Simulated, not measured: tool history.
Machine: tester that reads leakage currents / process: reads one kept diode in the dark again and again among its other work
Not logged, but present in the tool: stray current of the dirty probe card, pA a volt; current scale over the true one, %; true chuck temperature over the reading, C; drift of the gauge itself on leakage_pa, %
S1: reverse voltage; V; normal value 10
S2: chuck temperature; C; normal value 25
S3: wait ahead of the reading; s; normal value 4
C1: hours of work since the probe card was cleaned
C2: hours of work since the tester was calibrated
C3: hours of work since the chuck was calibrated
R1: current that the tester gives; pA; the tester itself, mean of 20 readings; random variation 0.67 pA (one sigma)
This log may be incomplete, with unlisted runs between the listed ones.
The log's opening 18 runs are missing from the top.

run,hour,S1,S2,S3,C1,C2,C3,R1
19,619.8,10,25,3.77,1929,1111,183,237.54
20,656.7,10,25,3.77,1954,1136,207,239.39
21,694.7,5.7,34,2.55,1979,1161,233,364.82
22,733.6,5.7,34,2.55,2005,1187,259,366.49
23,774.3,10,22,4,2032,1214,286,192.82
24,820,1.1,20,1.59,2063,1245,317,68.09
25,839.9,1.1,20,1.59,2076,1258,330,68.26
26,879.2,5.1,21,0.61,2103,1285,356,138.13
27,903.3,9.6,25,3.92,2119,1301,373,237.02
28,949.9,9.6,25,3.92,2150,1332,404,238.18
29,992.9,9.6,25,3.92,2179,1361,433,239.44
30,1020.5,2.9,25,1.91,2197,1379,451,147.58
31,1060.8,3.4,20,4.55,2224,1406,478,108.08
32,1102.9,1,25,1.21,2252,1434,506,97.64
33,1125.9,1,25,1.21,2268,1450,522,97.08
34,1160.1,1,25,1.21,2291,1473,545,97.48

Estimate the outcome of run 35 from the log above:
35,1196,17.8,25,2.98,2315,1497,569,?

R1: 312.37 pA
If the tool had no hidden condition, the same run with the same run-to-run variation would have returned R1 276.63 pA.
